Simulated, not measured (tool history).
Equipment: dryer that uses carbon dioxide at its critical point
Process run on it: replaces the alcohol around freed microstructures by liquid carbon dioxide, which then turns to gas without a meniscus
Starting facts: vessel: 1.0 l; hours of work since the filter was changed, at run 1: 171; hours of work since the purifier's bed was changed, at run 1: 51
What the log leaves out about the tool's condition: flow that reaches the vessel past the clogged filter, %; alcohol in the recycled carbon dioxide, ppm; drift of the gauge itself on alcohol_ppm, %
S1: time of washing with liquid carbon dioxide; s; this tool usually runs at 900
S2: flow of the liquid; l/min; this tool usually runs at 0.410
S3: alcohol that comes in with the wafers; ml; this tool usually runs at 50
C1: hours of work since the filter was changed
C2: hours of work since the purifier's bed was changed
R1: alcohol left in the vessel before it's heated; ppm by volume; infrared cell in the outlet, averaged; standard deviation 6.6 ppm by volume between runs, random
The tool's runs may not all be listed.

{"run": 1, "hour": 0.0, "S1": 900, "S2": 0.41, "S3": 50, "C1": 171, "C2": 51, "R1": 380}
{"run": 2, "hour": 7.0, "S1": 900, "S2": 0.41, "S3": 22, "C1": 175, "C2": 56, "R1": 173}
{"run": 3, "hour": 15.1, "S1": 1200, "S2": 0.41, "S3": 50, "C1": 180, "C2": 61, "R1": 92}
{"run": 4, "hour": 21.0, "S1": 1320, "S2": 0.41, "S3": 50, "C1": 184, "C2": 64, "R1": 49}
{"run": 5, "hour": 26.9, "S1": 900, "S2": 0.41, "S3": 50, "C1": 187, "C2": 68, "R1": 379}
{"run": 6, "hour": 37.8, "S1": 900, "S2": 0.41, "S3": 50, "C1": 194, "C2": 75, "R1": 397}
{"run": 7, "hour": 47.0, "S1": 900, "S2": 0.41, "S3": 42, "C1": 200, "C2": 80, "R1": 339}
{"run": 8, "hour": 59.9, "S1": 900, "S2": 0.41, "S3": 41, "C1": 208, "C2": 88, "R1": 321}
{"run": 9, "hour": 66.6, "S1": 1020, "S2": 0.41, "S3": 50, "C1": 212, "C2": 92, "R1": 219}
{"run": 10, "hour": 80.0, "S1": 1020, "S2": 0.41, "S3": 50, "C1": 220, "C2": 101, "R1": 223}
{"run": 11, "hour": 87.8, "S1": 900, "S2": 0.41, "S3": 50, "C1": 225, "C2": 105, "R1": 421}
{"run": 12, "hour": 100.7, "S1": 900, "S2": 0.41, "S3": 50, "C1": 233, "C2": 113, "R1": 417}
{"run": 13, "hour": 111.7, "S1": 900, "S2": 0.247, "S3": 50, "C1": 239, "C2": 120, "R1": 2991}
{"run": 14, "hour": 122.8, "S1": 900, "S2": 0.653, "S3": 50, "C1": 246, "C2": 127, "R1": 37}
{"run": 15, "hour": 137.4, "S1": 900, "S2": 0.653, "S3": 50, "C1": 255, "C2": 136, "R1": 43}
{"run": 16, "hour": 150.7, "S1": 840, "S2": 0.41, "S3": 50, "C1": 263, "C2": 144, "R1": 580}
{"run": 17, "hour": 163.8, "S1": 840, "S2": 0.41, "S3": 50, "C1": 271, "C2": 152, "R1": 603}
{"run": 18, "hour": 177.2, "S1": 840, "S2": 0.41, "S3": 50, "C1": 280, "C2": 160, "R1": 595}
{"run": 19, "hour": 185.1, "S1": 840, "S2": 0.449, "S3": 50, "C1": 284, "C2": 165, "R1": 392}
{"run": 20, "hour": 192.4, "S1": 900, "S2": 0.41, "S3": 50, "C1": 289, "C2": 169, "R1": 450}
{"run": 21, "hour": 202.4, "S1": 900, "S2": 0.41, "S3": 50, "C1": 295, "C2": 176, "R1": 465}
{"run": 22, "hour": 216.7, "S1": 900, "S2": 0.41, "S3": 50, "C1": 304, "C2": 184, "R1": 469}
{"run": 23, "hour": 226.6, "S1": 900, "S2": 0.404, "S3": 50, "C1": 310, "C2": 190, "R1": 520}
{"run": 24, "hour": 237.1, "S1": 900, "S2": 0.404, "S3": 50, "C1": 316, "C2": 197, "R1": 514}
{"run": 25, "hour": 249.9, "S1": 780, "S2": 0.52, "S3": 51, "C1": 324, "C2": 205, "R1": 296}
{"hour": 262.1, "done": "inlet filter changed"}
{"run": 26, "hour": 263.1, "S1": 600, "S2": 0.41, "S3": 50, "C1": 1, "C2": 212, "R1": 1658}
{"run": 27, "hour": 273.3, "S1": 600, "S2": 0.429, "S3": 66, "C1": 7, "C2": 218, "R1": 1918}
{"run": 28, "hour": 284.7, "S1": 900, "S2": 0.627, "S3": 67, "C1": 14, "C2": 225, "R1": 61}
{"run": 29, "hour": 294.1, "S1": 900, "S2": 0.627, "S3": 67, "C1": 20, "C2": 231, "R1": 71}
{"run": 30, "hour": 308.5, "S1": 900, "S2": 0.627, "S3": 67, "C1": 28, "C2": 240, "R1": 66}
{"run": 31, "hour": 320.4, "S1": 540, "S2": 0.41, "S3": 103, "C1": 36, "C2": 247, "R1": 4815}
{"run": 32, "hour": 331.3, "S1": 540, "S2": 0.41, "S3": 103, "C1": 42, "C2": 254, "R1": 5008}
{"run": 33, "hour": 342.5, "S1": 720, "S2": 0.465, "S3": 99, "C1": 49, "C2": 261, "R1": 1007}
{"run": 34, "hour": 353.6, "S1": 840, "S2": 0.41, "S3": 111, "C1": 56, "C2": 268, "R1": 1036}
{"run": 35, "hour": 362.4, "S1": 840, "S2": 0.41, "S3": 111, "C1": 62, "C2": 273, "R1": 1023}
{"run": 36, "hour": 374.6, "S1": 720, "S2": 0.253, "S3": 58, "C1": 69, "C2": 281, "R1": 5426}
{"run": 37, "hour": 385.4, "S1": 720, "S2": 0.253, "S3": 58, "C1": 76, "C2": 287, "R1": 5293}
{"run": 38, "hour": 392.7, "S1": 900, "S2": 0.41, "S3": 72, "C1": 80, "C2": 292, "R1": 527}
{"run": 39, "hour": 406.1, "S1": 840, "S2": 0.273, "S3": 24, "C1": 88, "C2": 300, "R1": 1227}
{"run": 40, "hour": 413.2, "S1": 600, "S2": 0.286, "S3": 85, "C1": 93, "C2": 304, "R1": 9054}
{"run": 41, "hour": 427.1, "S1": 960, "S2": 0.608, "S3": 101, "C1": 101, "C2": 313, "R1": 88}
{"run": 42, "hour": 438.8, "S1": 960, "S2": 0.672, "S3": 29, "C1": 108, "C2": 320, "R1": 63}
{"run": 43, "hour": 449.6, "S1": 780, "S2": 0.685, "S3": 29, "C1": 115, "C2": 327, "R1": 75}
{"run": 44, "hour": 456.2, "S1": 1320, "S2": 0.516, "S3": 42, "C1": 119, "C2": 331, "R1": 64}
{"run": 45, "hour": 467.7, "S1": 900, "S2": 0.306, "S3": 44, "C1": 126, "C2": 338, "R1": 1284}

Run 46 comes next. What will it give?
{"run": 46, "hour": 477.0, "S1": 780, "S2": 0.306, "S3": 24, "C1": 132, "C2": 343, "R1": "?"}

Run 46 yielded R1 1113 ppm by volume.
Were there no unlogged condition in the tool, this run, its random variation unchanged, would have produced R1 926 ppm by volume.
